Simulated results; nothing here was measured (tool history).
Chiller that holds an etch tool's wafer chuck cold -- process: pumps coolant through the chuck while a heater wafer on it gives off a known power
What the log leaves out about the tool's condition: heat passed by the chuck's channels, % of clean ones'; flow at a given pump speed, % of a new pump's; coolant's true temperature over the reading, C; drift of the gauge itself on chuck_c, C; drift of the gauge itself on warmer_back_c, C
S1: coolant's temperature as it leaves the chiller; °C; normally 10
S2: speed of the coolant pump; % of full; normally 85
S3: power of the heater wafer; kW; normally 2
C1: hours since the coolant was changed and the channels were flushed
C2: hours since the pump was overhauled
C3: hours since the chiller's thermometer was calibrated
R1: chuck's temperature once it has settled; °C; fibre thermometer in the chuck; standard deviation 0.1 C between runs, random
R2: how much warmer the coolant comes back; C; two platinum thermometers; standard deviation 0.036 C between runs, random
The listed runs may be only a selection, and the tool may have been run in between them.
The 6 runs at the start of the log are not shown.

{"run": 7, "hour": 671.1, "S1": 15, "S2": 85, "S3": 2, "C1": 1837, "C2": 4070, "C3": 1461, "R1": 32.7, "R2": 6.41}
{"run": 8, "hour": 789.3, "S1": 15, "S2": 85, "S3": 2, "C1": 1955, "C2": 4188, "C3": 1579, "R1": 32.8, "R2": 6.47}
{"run": 9, "hour": 884.2, "S1": 15, "S2": 85, "S3": 1.603, "C1": 2050, "C2": 4283, "C3": 1674, "R1": 29.2, "R2": 5.16}
{"run": 10, "hour": 981.0, "S1": 15, "S2": 85, "S3": 1.603, "C1": 2147, "C2": 4380, "C3": 1771, "R1": 29.1, "R2": 5.21}
{"run": 11, "hour": 1117.7, "S1": 10, "S2": 83, "S3": 2, "C1": 2283, "C2": 4516, "C3": 1908, "R1": 27.9, "R2": 6.59}
{"run": 12, "hour": 1240.3, "S1": 10, "S2": 83, "S3": 2, "C1": 2406, "C2": 4639, "C3": 2030, "R1": 28, "R2": 6.65}
{"run": 13, "hour": 1387.0, "S1": 10, "S2": 83, "S3": 2, "C1": 2553, "C2": 4786, "C3": 2177, "R1": 28.2, "R2": 6.72}
{"run": 14, "hour": 1517.6, "S1": 10, "S2": 83, "S3": 2, "C1": 2683, "C2": 4916, "C3": 2308, "R1": 28, "R2": 6.73}
{"run": 15, "hour": 1584.9, "S1": 10, "S2": 83, "S3": 2, "C1": 2750, "C2": 4983, "C3": 2375, "R1": 28.1, "R2": 6.68}
{"run": 16, "hour": 1677.0, "S1": 10, "S2": 83, "S3": 2.046, "C1": 2843, "C2": 5076, "C3": 2467, "R1": 28.5, "R2": 6.94}
{"run": 17, "hour": 1769.3, "S1": 10, "S2": 66, "S3": 2.631, "C1": 2935, "C2": 5168, "C3": 2559, "R1": 38.3, "R2": 10.98}
{"run": 18, "hour": 1854.1, "S1": 10, "S2": 66, "S3": 2.631, "C1": 3020, "C2": 5253, "C3": 2644, "R1": 38.4, "R2": 11}
{"run": 19, "hour": 1937.8, "S1": 14, "S2": 74, "S3": 2.565, "C1": 3103, "C2": 5336, "C3": 2728, "R1": 39.3, "R2": 9.54}
{"run": 20, "hour": 2015.1, "S1": 1, "S2": 81, "S3": 2.928, "C1": 3181, "C2": 5414, "C3": 2805, "R1": 28, "R2": 9.99}
{"run": 21, "hour": 2081.4, "S1": 5, "S2": 81, "S3": 2.928, "C1": 3247, "C2": 5480, "C3": 2872, "R1": 31.9, "R2": 9.99}
{"run": 22, "hour": 2170.6, "S1": 19, "S2": 81, "S3": 1.719, "C1": 3336, "C2": 5569, "C3": 2961, "R1": 34.8, "R2": 5.97}
{"hour": 2214.6, "done": "coolant pump overhauled"}
{"run": 23, "hour": 2279.9, "S1": 12, "S2": 76, "S3": 2, "C1": 3440, "C2": 65, "C3": 3065, "R1": 31.4, "R2": 7.42}
{"run": 24, "hour": 2411.8, "S1": 12, "S2": 76, "S3": 2, "C1": 3572, "C2": 197, "C3": 3197, "R1": 31.3, "R2": 7.38}
{"run": 25, "hour": 2575.5, "S1": 12, "S2": 76, "S3": 2, "C1": 3736, "C2": 361, "C3": 3361, "R1": 31.4, "R2": 7.42}
{"run": 26, "hour": 2719.0, "S1": 8, "S2": 76, "S3": 1.288, "C1": 3879, "C2": 504, "C3": 3504, "R1": 20.5, "R2": 4.91}
{"hour": 2788.7, "done": "coolant changed, channels flushed"}
{"run": 27, "hour": 2882.5, "S1": 16, "S2": 81, "S3": 1.748, "C1": 94, "C2": 662, "C3": 3662, "R1": 32, "R2": 6.17}
{"run": 28, "hour": 2960.3, "S1": 16, "S2": 85, "S3": 2, "C1": 172, "C2": 740, "C3": 3740, "R1": 33.8, "R2": 6.67}
{"run": 29, "hour": 3082.9, "S1": 17, "S2": 62, "S3": 2, "C1": 294, "C2": 862, "C3": 3862, "R1": 39.5, "R2": 9.14}
{"run": 30, "hour": 3179.3, "S1": 17, "S2": 62, "S3": 2, "C1": 391, "C2": 959, "C3": 3958, "R1": 39.6, "R2": 9.11}
{"run": 31, "hour": 3321.8, "S1": 19, "S2": 85, "S3": 2.134, "C1": 533, "C2": 1101, "C3": 4101, "R1": 37.9, "R2": 7.16}

Alternative continuations, all from the tool just after run 31; predict every row:
{"hour": 3340.4, "done": "chiller's thermometer calibrated"}
{"run": "A", "hour": 3400.4, "S1": 8, "S2": 63, "S3": 2.936, "C1": 611, "C2": 1179, "C3": 60, "R1": "?", "R2": "?"}
{"hour": 3340.4, "done": "chiller's thermometer calibrated"}
{"run": "B", "hour": 3400.4, "S1": 11, "S2": 68, "S3": 2.176, "C1": 611, "C2": 1179, "C3": 60, "R1": "?", "R2": "?"}
{"hour": 3340.4, "done": "chiller's thermometer calibrated"}
{"run": "C", "hour": 3400.4, "S1": 11, "S2": 85, "S3": 1.291, "C1": 611, "C2": 1179, "C3": 60, "R1": "?", "R2": "?"}

run=A R1=40.9 R2=12.99
run=B R1=33.8 R2=9.02
run=C R1=22.7 R2=4.47
With no hidden state in the tool, these same runs would have given:
run=A R1=40.9 R2=12.62
run=B R1=33.8 R2=8.65
run=C R1=22.7 R2=4.09
